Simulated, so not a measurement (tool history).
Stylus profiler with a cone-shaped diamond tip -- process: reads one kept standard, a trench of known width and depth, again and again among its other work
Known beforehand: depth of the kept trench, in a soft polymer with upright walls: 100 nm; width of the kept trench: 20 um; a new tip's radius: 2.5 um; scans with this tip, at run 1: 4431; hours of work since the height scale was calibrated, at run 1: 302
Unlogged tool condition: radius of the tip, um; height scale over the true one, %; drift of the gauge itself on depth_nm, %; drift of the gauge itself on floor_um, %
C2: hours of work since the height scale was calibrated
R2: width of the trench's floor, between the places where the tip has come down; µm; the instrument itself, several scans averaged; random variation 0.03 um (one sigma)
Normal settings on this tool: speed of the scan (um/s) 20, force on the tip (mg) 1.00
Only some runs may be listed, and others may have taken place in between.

run 1 day=0.000 | speed_of_the_scan_(um/s)=20 force_on_the_tip_(mg)=1.00 | scans_with_this_tip=4431 C2=302 | depth_of_the_trench_(Å)=1004.2 R2=18.43
run 2 day=2.542 | speed_of_the_scan_(um/s)=20 force_on_the_tip_(mg)=1.00 | scans_with_this_tip=4988 C2=340 | depth_of_the_trench_(Å)=1004.8 R2=18.32
run 3 day=4.658 | speed_of_the_scan_(um/s)=20 force_on_the_tip_(mg)=1.00 | scans_with_this_tip=5451 C2=372 | depth_of_the_trench_(Å)=1004.1 R2=18.40
run 4 day=6.875 | speed_of_the_scan_(um/s)=20 force_on_the_tip_(mg)=1.00 | scans_with_this_tip=5937 C2=405 | depth_of_the_trench_(Å)=1004.7 R2=18.34
run 5 day=10.208 | speed_of_the_scan_(um/s)=20 force_on_the_tip_(mg)=1.00 | scans_with_this_tip=6666 C2=455 | depth_of_the_trench_(Å)=1006.5 R2=18.31
run 6 day=13.188 | speed_of_the_scan_(um/s)=20 force_on_the_tip_(mg)=1.00 | scans_with_this_tip=7319 C2=499 | depth_of_the_trench_(Å)=1005.7 R2=18.30
run 7 day=15.879 | speed_of_the_scan_(um/s)=20 force_on_the_tip_(mg)=1.00 | scans_with_this_tip=7908 C2=540 | depth_of_the_trench_(Å)=1004.7 R2=18.28
run 8 day=19.054 | speed_of_the_scan_(um/s)=20 force_on_the_tip_(mg)=1.00 | scans_with_this_tip=8603 C2=587 | depth_of_the_trench_(Å)=1005.1 R2=18.35
run 9 day=21.175 | speed_of_the_scan_(um/s)=20 force_on_the_tip_(mg)=2.75 | scans_with_this_tip=9068 C2=619 | depth_of_the_trench_(Å)=1009.3 R2=18.32
run 10 day=23.921 | speed_of_the_scan_(um/s)=20 force_on_the_tip_(mg)=1.23 | scans_with_this_tip=9669 C2=660 | depth_of_the_trench_(Å)=1006.8 R2=18.31
run 11 day=26.929 | speed_of_the_scan_(um/s)=20 force_on_the_tip_(mg)=1.23 | scans_with_this_tip=10327 C2=705 | depth_of_the_trench_(Å)=1007.1 R2=18.24
run 12 day=29.617 | speed_of_the_scan_(um/s)=20 force_on_the_tip_(mg)=1.23 | scans_with_this_tip=10915 C2=745 | depth_of_the_trench_(Å)=1005.4 R2=18.24
run 13 day=31.912 | speed_of_the_scan_(um/s)=20 force_on_the_tip_(mg)=1.23 | scans_with_this_tip=11419 C2=779 | depth_of_the_trench_(Å)=1007.1 R2=18.21
run 14 day=33.804 | speed_of_the_scan_(um/s)=20 force_on_the_tip_(mg)=1.23 | scans_with_this_tip=11832 C2=807 | depth_of_the_trench_(Å)=1007.1 R2=18.22
run 15 day=35.312 | speed_of_the_scan_(um/s)=20 force_on_the_tip_(mg)=1.23 | scans_with_this_tip=12162 C2=830 | depth_of_the_trench_(Å)=1006.1 R2=18.23
run 16 day=38.696 | speed_of_the_scan_(um/s)=20 force_on_the_tip_(mg)=1.23 | scans_with_this_tip=12904 C2=881 | depth_of_the_trench_(Å)=1006.2 R2=18.19
run 17 day=40.904 | speed_of_the_scan_(um/s)=20 force_on_the_tip_(mg)=1.23 | scans_with_this_tip=13387 C2=913 | depth_of_the_trench_(Å)=1007.3 R2=18.27
run 18 day=42.546 | speed_of_the_scan_(um/s)=20 force_on_the_tip_(mg)=1.23 | scans_with_this_tip=13747 C2=938 | depth_of_the_trench_(Å)=1007.3 R2=18.24
run 19 day=45.033 | speed_of_the_scan_(um/s)=20 force_on_the_tip_(mg)=0.73 | scans_with_this_tip=14291 C2=975 | depth_of_the_trench_(Å)=1006.6 R2=18.15
run 20 day=48.504 | speed_of_the_scan_(um/s)=24 force_on_the_tip_(mg)=1.00 | scans_with_this_tip=15051 C2=1027 | depth_of_the_trench_(Å)=1006.5 R2=18.13
-- day=48.771 height scale calibrated on a step standard
run 21 day=51.692 | speed_of_the_scan_(um/s)=20 force_on_the_tip_(mg)=0.91 | scans_with_this_tip=15744 C2=44 | depth_of_the_trench_(Å)=1006.8 R2=18.18
run 22 day=54.333 | speed_of_the_scan_(um/s)=20 force_on_the_tip_(mg)=1.02 | scans_with_this_tip=16322 C2=83 | depth_of_the_trench_(Å)=1007.6 R2=18.16
run 23 day=56.771 | speed_of_the_scan_(um/s)=20 force_on_the_tip_(mg)=0.88 | scans_with_this_tip=16857 C2=120 | depth_of_the_trench_(Å)=1008.7 R2=18.22
-- day=58.425 height scale calibrated on a step standard, once more
run 24 day=59.562 | speed_of_the_scan_(um/s)=8 force_on_the_tip_(mg)=1.13 | scans_with_this_tip=17463 C2=17 | depth_of_the_trench_(Å)=1003.5 R2=18.18
run 25 day=61.038 | speed_of_the_scan_(um/s)=27 force_on_the_tip_(mg)=1.00 | scans_with_this_tip=17786 C2=39 | depth_of_the_trench_(Å)=1003.3 R2=18.08
run 26 day=63.608 | speed_of_the_scan_(um/s)=27 force_on_the_tip_(mg)=1.00 | scans_with_this_tip=18348 C2=77 | depth_of_the_trench_(Å)=1003.9 R2=18.05
run 27 day=65.525 | speed_of_the_scan_(um/s)=12 force_on_the_tip_(mg)=0.62 | scans_with_this_tip=18768 C2=106 | depth_of_the_trench_(Å)=1003.1 R2=18.13
run 28 day=68.067 | speed_of_the_scan_(um/s)=58 force_on_the_tip_(mg)=0.58 | scans_with_this_tip=19324 C2=144 | depth_of_the_trench_(Å)=1002.9 R2=17.73
run 29 day=70.162 | speed_of_the_scan_(um/s)=13 force_on_the_tip_(mg)=0.43 | scans_with_this_tip=19784 C2=175 | depth_of_the_trench_(Å)=1003.5 R2=18.05
run 30 day=71.638 | speed_of_the_scan_(um/s)=13 force_on_the_tip_(mg)=0.43 | scans_with_this_tip=20107 C2=197 | depth_of_the_trench_(Å)=1001.8 R2=18.10
run 31 day=74.958 | speed_of_the_scan_(um/s)=13 force_on_the_tip_(mg)=0.43 | scans_with_this_tip=20834 C2=247 | depth_of_the_trench_(Å)=1003.3 R2=18.10
run 32 day=76.504 | speed_of_the_scan_(um/s)=13 force_on_the_tip_(mg)=0.43 | scans_with_this_tip=21172 C2=270 | depth_of_the_trench_(Å)=1003.3 R2=18.11
run 33 day=79.529 | speed_of_the_scan_(um/s)=19 force_on_the_tip_(mg)=0.42 | scans_with_this_tip=21834 C2=315 | depth_of_the_trench_(Å)=1003.5 R2=18.02
run 34 day=81.842 | speed_of_the_scan_(um/s)=20 force_on_the_tip_(mg)=1.97 | scans_with_this_tip=22341 C2=350 | depth_of_the_trench_(Å)=1006.6 R2=18.10
run 35 day=84.850 | speed_of_the_scan_(um/s)=8 force_on_the_tip_(mg)=0.55 | scans_with_this_tip=22999 C2=395 | depth_of_the_trench_(Å)=1004.0 R2=18.10
run 36 day=88.071 | speed_of_the_scan_(um/s)=52 force_on_the_tip_(mg)=0.94 | scans_with_this_tip=23704 C2=443 | depth_of_the_trench_(Å)=1005.3 R2=17.83
-- day=89.771 new tip fitted, height scale calibrated
run 37 day=91.333 | speed_of_the_scan_(um/s)=8 force_on_the_tip_(mg)=0.46 | scans_with_this_tip=343 C2=23 | depth_of_the_trench_(Å)=1002.8 R2=18.52
run 38 day=93.471 | speed_of_the_scan_(um/s)=33 force_on_the_tip_(mg)=2.12 | scans_with_this_tip=810 C2=55 | depth_of_the_trench_(Å)=1007.7 R2=18.43
run 39 day=95.375 | speed_of_the_scan_(um/s)=37 force_on_the_tip_(mg)=1.00 | scans_with_this_tip=1228 C2=84 | depth_of_the_trench_(Å)=1002.3 R2=18.33
run 40 day=98.629 | speed_of_the_scan_(um/s)=37 force_on_the_tip_(mg)=1.00 | scans_with_this_tip=1940 C2=132 | depth_of_the_trench_(Å)=1005.1 R2=18.29
run 41 day=102.004 | speed_of_the_scan_(um/s)=37 force_on_the_tip_(mg)=1.00 | scans_with_this_tip=2679 C2=183 | depth_of_the_trench_(Å)=1003.6 R2=18.29
run 42 day=103.721 | speed_of_the_scan_(um/s)=32 force_on_the_tip_(mg)=0.41 | scans_with_this_tip=3055 C2=208 | depth_of_the_trench_(Å)=1002.5 R2=18.22
run 43 day=106.796 | speed_of_the_scan_(um/s)=11 force_on_the_tip_(mg)=1.42 | scans_with_this_tip=3728 C2=254 | depth_of_the_trench_(Å)=1005.6 R2=18.50
run 44 day=109.004 | speed_of_the_scan_(um/s)=11 force_on_the_tip_(mg)=1.42 | scans_with_this_tip=4212 C2=287 | depth_of_the_trench_(Å)=1005.2 R2=18.44
run 45 day=110.508 | speed_of_the_scan_(um/s)=49 force_on_the_tip_(mg)=0.74 | scans_with_this_tip=4541 C2=310 | depth_of_the_trench_(Å)=1002.8 R2=18.13

For each run, the measured value with the value that run would have given without the tool's hidden condition subtracted. The run-to-run variation is shared by both, the gauge scatter possibly not:
run=1 depth_of_the_trench_(Å)=+1.0 R2=-0.11
run=2 depth_of_the_trench_(Å)=+1.0 R2=-0.12
run=3 depth_of_the_trench_(Å)=+1.2 R2=-0.14
run=4 depth_of_the_trench_(Å)=+1.3 R2=-0.14
run=5 depth_of_the_trench_(Å)=+1.5 R2=-0.15
run=6 depth_of_the_trench_(Å)=+1.6 R2=-0.16
run=7 depth_of_the_trench_(Å)=+1.7 R2=-0.17
run=8 depth_of_the_trench_(Å)=+1.9 R2=-0.19
run=9 depth_of_the_trench_(Å)=+2.0 R2=-0.19
run=10 depth_of_the_trench_(Å)=+2.1 R2=-0.20
run=11 depth_of_the_trench_(Å)=+2.4 R2=-0.22
run=12 depth_of_the_trench_(Å)=+2.4 R2=-0.22
run=13 depth_of_the_trench_(Å)=+2.6 R2=-0.23
run=14 depth_of_the_trench_(Å)=+2.7 R2=-0.24
run=15 depth_of_the_trench_(Å)=+2.8 R2=-0.24
run=16 depth_of_the_trench_(Å)=+2.9 R2=-0.26
run=17 depth_of_the_trench_(Å)=+3.0 R2=-0.26
run=18 depth_of_the_trench_(Å)=+3.2 R2=-0.27
run=19 depth_of_the_trench_(Å)=+3.3 R2=-0.27
run=20 depth_of_the_trench_(Å)=+3.5 R2=-0.29
run=21 depth_of_the_trench_(Å)=+4.2 R2=-0.29
run=22 depth_of_the_trench_(Å)=+4.4 R2=-0.30
run=23 depth_of_the_trench_(Å)=+4.6 R2=-0.31
run=24 depth_of_the_trench_(Å)=+0.2 R2=-0.33
run=25 depth_of_the_trench_(Å)=+0.3 R2=-0.33
run=26 depth_of_the_trench_(Å)=+0.4 R2=-0.34
run=27 depth_of_the_trench_(Å)=+0.5 R2=-0.35
run=28 depth_of_the_trench_(Å)=+0.6 R2=-0.35
run=29 depth_of_the_trench_(Å)=+0.7 R2=-0.36
run=30 depth_of_the_trench_(Å)=+0.8 R2=-0.37
run=31 depth_of_the_trench_(Å)=+1.0 R2=-0.37
run=32 depth_of_the_trench_(Å)=+1.1 R2=-0.38
run=33 depth_of_the_trench_(Å)=+1.3 R2=-0.39
run=34 depth_of_the_trench_(Å)=+1.4 R2=-0.40
run=35 depth_of_the_trench_(Å)=+1.5 R2=-0.41
run=36 depth_of_the_trench_(Å)=+1.7 R2=-0.42
run=37 depth_of_the_trench_(Å)=+0.2 R2=-0.02
run=38 depth_of_the_trench_(Å)=+0.3 R2=-0.03
run=39 depth_of_the_trench_(Å)=+0.5 R2=-0.04
run=40 depth_of_the_trench_(Å)=+0.6 R2=-0.05
run=41 depth_of_the_trench_(Å)=+0.8 R2=-0.06
run=42 depth_of_the_trench_(Å)=+0.9 R2=-0.07
run=43 depth_of_the_trench_(Å)=+1.1 R2=-0.08
run=44 depth_of_the_trench_(Å)=+1.2 R2=-0.09
run=45 depth_of_the_trench_(Å)=+1.2 R2=-0.09
